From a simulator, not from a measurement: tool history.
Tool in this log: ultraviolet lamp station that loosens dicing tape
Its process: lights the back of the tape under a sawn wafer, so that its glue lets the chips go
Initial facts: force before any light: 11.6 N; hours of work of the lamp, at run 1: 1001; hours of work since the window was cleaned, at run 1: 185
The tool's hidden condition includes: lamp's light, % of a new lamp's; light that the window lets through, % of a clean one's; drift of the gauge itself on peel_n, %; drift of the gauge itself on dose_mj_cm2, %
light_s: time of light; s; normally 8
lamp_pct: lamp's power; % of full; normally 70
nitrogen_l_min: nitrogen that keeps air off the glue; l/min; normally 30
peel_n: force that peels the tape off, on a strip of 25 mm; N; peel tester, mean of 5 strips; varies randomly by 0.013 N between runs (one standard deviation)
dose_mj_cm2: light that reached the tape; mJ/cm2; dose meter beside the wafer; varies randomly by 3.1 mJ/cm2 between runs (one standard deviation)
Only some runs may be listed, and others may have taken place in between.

| run | hour | light_s | lamp_pct | nitrogen_l_min | hours of work of the lamp | hours of work since the window was cleaned | peel_n | dose_mj_cm2 |
|---|---|---|---|---|---|---|---|---|
| 1 | 0 | 8 | 70 | 30 | 1001 | 185 | 0.601 | 477 |
| 2 | 38.6 | 8 | 70 | 30 | 1021 | 205 | 0.612 | 479 |
| 3 | 73.3 | 8 | 70 | 30 | 1039 | 223 | 0.629 | 482 |
| 4 | 133.5 | 8 | 66 | 30 | 1070 | 254 | 0.673 | 452 |
| 5 | 158.8 | 10 | 70 | 30 | 1083 | 267 | 0.396 | 597 |
| 6 | 196.7 | 10 | 70 | 30 | 1103 | 287 | 0.387 | 600 |
| 7 | 227.8 | 8 | 70 | 30 | 1119 | 303 | 0.633 | 483 |
| 8 | 263.8 | 8 | 70 | 30 | 1138 | 322 | 0.651 | 479 |
| 9 | 313.1 | 8 | 70 | 30 | 1163 | 347 | 0.624 | 484 |
| 10 | 371.3 | 8 | 70 | 30 | 1194 | 377 | 0.622 | 485 |
| 11 | 401.6 | 8 | 70 | 30 | 1209 | 393 | 0.618 | 481 |
| 12 | 442.3 | 8 | 70 | 30 | 1230 | 414 | 0.634 | 476 |
|  | 446.7 | lamp changed |
| 13 | 490.1 | 8 | 69 | 40 | 22 | 438 | 0.56 | 474 |
| 14 | 526.9 | 8 | 70 | 10 | 42 | 457 | 1.085 | 483 |
| 15 | 582.7 | 7 | 70 | 10 | 70 | 486 | 1.381 | 414 |
| 16 | 614.8 | 8 | 69 | 22 | 87 | 503 | 0.725 | 474 |
| 17 | 642.9 | 6 | 81 | 26 | 102 | 518 | 0.888 | 417 |
| 18 | 704.9 | 4 | 70 | 30 | 134 | 550 | 2.429 | 243 |
| 19 | 753.1 | 5 | 96 | 30 | 159 | 575 | 0.831 | 411 |
| 20 | 790.6 | 8 | 85 | 13 | 178 | 594 | 0.592 | 581 |
| 21 | 842 | 15 | 72 | 28 | 205 | 621 | 0.239 | 936 |

Here are 4 independent what-if runs from the current tool condition. What would each one return?
| A | 886 | 7 | 70 | 30 | 228 | 643 | ? | ? |
| B | 886 | 6 | 85 | 28 | 228 | 643 | ? | ? |
| C | 886 | 5 | 77 | 14 | 228 | 643 | ? | ? |
| D | 886 | 13 | 72 | 18 | 228 | 643 | ? | ? |

| run | peel_n | dose_mj_cm2 |
|---|---|---|
| A | 0.824 | 424 |
| B | 0.797 | 439 |
| C | 1.792 | 330 |
| D | 0.289 | 801 |
Take away the tool's hidden state, keep each run's random variation, and the runs would have read:
| run | peel_n | dose_mj_cm2 |
|---|---|---|
| A | 0.821 | 424 |
| B | 0.794 | 440 |
| C | 1.788 | 331 |
| D | 0.289 | 802 |

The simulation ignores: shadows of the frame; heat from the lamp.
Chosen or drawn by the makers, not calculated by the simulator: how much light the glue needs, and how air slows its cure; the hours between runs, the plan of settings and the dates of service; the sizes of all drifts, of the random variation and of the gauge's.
